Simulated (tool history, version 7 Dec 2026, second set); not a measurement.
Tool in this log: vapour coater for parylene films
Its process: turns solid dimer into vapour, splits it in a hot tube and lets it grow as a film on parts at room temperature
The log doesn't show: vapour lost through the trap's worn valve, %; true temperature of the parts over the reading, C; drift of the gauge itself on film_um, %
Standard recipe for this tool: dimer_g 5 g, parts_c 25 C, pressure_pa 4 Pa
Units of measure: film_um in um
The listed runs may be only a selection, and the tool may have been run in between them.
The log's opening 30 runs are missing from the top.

run,hour,dimer_g,parts_c,pressure_pa,hours of work since the trap's valve was overhauled,hours of work since the table's thermometer was calibrated,film_um
31,1000.9,5,19,2.12,81,1272,2.39
32,1029.7,6,27,4,101,1292,2.21
33,1071.5,2,33,5.52,130,1320,0.62
34,1105.8,2,33,5.52,154,1344,0.6
35,1133.9,2,33,5.52,173,1364,0.59
36,1175.9,2,33,5.52,202,1393,0.6
37,1218.9,3,25,6.01,232,1422,1.03
38,1261.4,3,19,11.34,261,1452,1.1
39,1296,3,19,11.34,285,1476,1.11
40,1326.2,3,19,11.34,306,1496,1.05
41,1359,6,27,2.2,329,1519,2.43
# hour 1381.6: trap's valve overhauled
42,1382.5,5,20,7.75,1,1533,1.92
43,1422.4,4,20,4.96,28,1560,1.64
44,1448.6,5,25,2.1,46,1578,2.11
45,1477.6,5,22,3.95,66,1598,2.07
46,1519.6,3,36,3.89,95,1627,0.91
47,1541,2,35,4,110,1642,0.59
48,1567.3,5,25,4.38,128,1660,1.88

3 ways to go on from here, each from the tool as it stands after run 48. What would each give?
A,1586.1,5,24,7.13,141,1673,?
B,1586.1,5,32,6.65,141,1673,?
C,1586.1,3,25,10.42,141,1673,?

run,film_um
A,1.73
B,1.53
C,0.94
Without the tool's hidden state the same runs would have given:
run,film_um
A,1.74
B,1.53
C,0.94
